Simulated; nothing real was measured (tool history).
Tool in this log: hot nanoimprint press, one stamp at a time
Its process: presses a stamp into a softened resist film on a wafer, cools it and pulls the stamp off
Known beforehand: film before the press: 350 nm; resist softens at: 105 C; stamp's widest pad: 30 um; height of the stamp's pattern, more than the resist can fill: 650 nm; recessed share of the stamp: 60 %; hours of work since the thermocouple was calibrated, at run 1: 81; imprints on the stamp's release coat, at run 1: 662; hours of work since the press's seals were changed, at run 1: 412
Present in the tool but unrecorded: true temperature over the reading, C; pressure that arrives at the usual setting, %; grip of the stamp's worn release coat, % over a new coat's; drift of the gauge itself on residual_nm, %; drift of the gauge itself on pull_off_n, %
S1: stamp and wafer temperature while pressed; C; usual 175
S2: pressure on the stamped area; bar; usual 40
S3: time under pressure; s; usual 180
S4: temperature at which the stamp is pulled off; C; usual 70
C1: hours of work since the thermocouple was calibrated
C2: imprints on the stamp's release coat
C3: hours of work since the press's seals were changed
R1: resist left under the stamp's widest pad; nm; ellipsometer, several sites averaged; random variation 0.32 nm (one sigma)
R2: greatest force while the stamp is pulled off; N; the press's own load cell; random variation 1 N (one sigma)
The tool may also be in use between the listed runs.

{"run": 1, "hour": 0.0, "S1": 175, "S2": 40, "S3": 180, "S4": 70, "C1": 81, "C2": 662, "C3": 412, "R1": 157.4, "R2": 219}
{"run": 2, "hour": 66.8, "S1": 175, "S2": 40, "S3": 180, "S4": 70, "C1": 118, "C2": 844, "C3": 449, "R1": 157.4, "R2": 216}
{"hour": 151.2, "done": "stamp cleaned and given a new release coat"}
{"run": 3, "hour": 160.8, "S1": 175, "S2": 40, "S3": 180, "S4": 69, "C1": 167, "C2": 26, "C3": 497, "R1": 157.5, "R2": 224}
{"run": 4, "hour": 243.9, "S1": 175, "S2": 40, "S3": 180, "S4": 69, "C1": 213, "C2": 253, "C3": 543, "R1": 157.7, "R2": 223}
{"run": 5, "hour": 318.9, "S1": 175, "S2": 40, "S3": 180, "S4": 69, "C1": 254, "C2": 458, "C3": 584, "R1": 157.5, "R2": 223}
{"hour": 385.2, "done": "plate thermocouple calibrated"}
{"run": 6, "hour": 397.6, "S1": 175, "S2": 40, "S3": 174, "S4": 56, "C1": 7, "C2": 665, "C3": 626, "R1": 159.3, "R2": 292}

For run 7, what comes out?
{"run": 7, "hour": 449.2, "S1": 175, "S2": 40, "S3": 226, "S4": 70, "C1": 35, "C2": 806, "C3": 655, "R1": "?", "R2": "?"}

{"run 7": {"R1": 145.3, "R2": 219}}
Minus the tool's unlogged condition, the same run would have read R1 145.2 nm, R2 218 N.
